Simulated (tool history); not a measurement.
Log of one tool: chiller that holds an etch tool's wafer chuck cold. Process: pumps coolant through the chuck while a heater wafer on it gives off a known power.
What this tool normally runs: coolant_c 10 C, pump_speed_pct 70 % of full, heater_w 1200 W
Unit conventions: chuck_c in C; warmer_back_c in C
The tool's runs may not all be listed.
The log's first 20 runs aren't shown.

run    hour  coolant_c  pump_speed_pct  heater_w  hours since the coolant was changed and the channels were flushed  hours since the pump was overhauled  hours since the chiller's thermometer was calibrated  chuck_c  warmer_back_c
 21  1275.6         10              66      1200                                                               2802                                 2561                                                   355       21           6.05
 22  1342.7         10              66      1200                                                               2869                                 2628                                                   422     21.3           6.03
 23    1419         18              91       888                                                               2946                                 2704                                                   499     24.2           3.21
 24  1492.4         10              99      1200                                                               3019                                 2777                                                   572     17.7              4
 25  1559.7         10              99      1200                                                               3086                                 2845                                                   639     17.7           4.05
 26  1602.1         10              72      1026                                                               3129                                 2887                                                   682     18.9           4.76
 27  1662.8         10              72      1026                                                               3189                                 2948                                                   742     18.8           4.73
 28  1727.1          6              82       987                                                               3254                                 3012                                                   807     13.5           3.94
 29  1766.2         18              71       766                                                               3293                                 3051                                                   846     24.6            3.5
 30  1812.8          3              63       629                                                               3339                                 3098                                                   892      9.1           3.33
 31  1857.5          0              85      1451                                                               3384                                 3142                                                   937     10.9           5.65
 32  1900.6         18              70       657                                                               3427                                 3186                                                   980     23.7           3.15

Predict each of these 4 candidate next runs independently; none follows another, all start after run 32:
  A  1988.5          5              68      1163                                                               3515                                 3273                                                  1068        ?              ?
  B  1988.5         18              66       657                                                               3515                                 3273                                                  1068        ?              ?
  C  1988.5          3              70       657                                                               3515                                 3273                                                  1068        ?              ?
  D  1988.5          6              93       877                                                               3515                                 3273                                                  1068        ?              ?

run  chuck_c  warmer_back_c
  A     15.5           5.64
  B       24           3.35
  C      8.9           3.14
  D       12           3.12
With the hidden condition removed and each run's random variation left untouched, the same runs would have given:
run  chuck_c  warmer_back_c
  A     15.4           5.64
  B       24           3.34
  C      8.9           3.14
  D       12           3.12
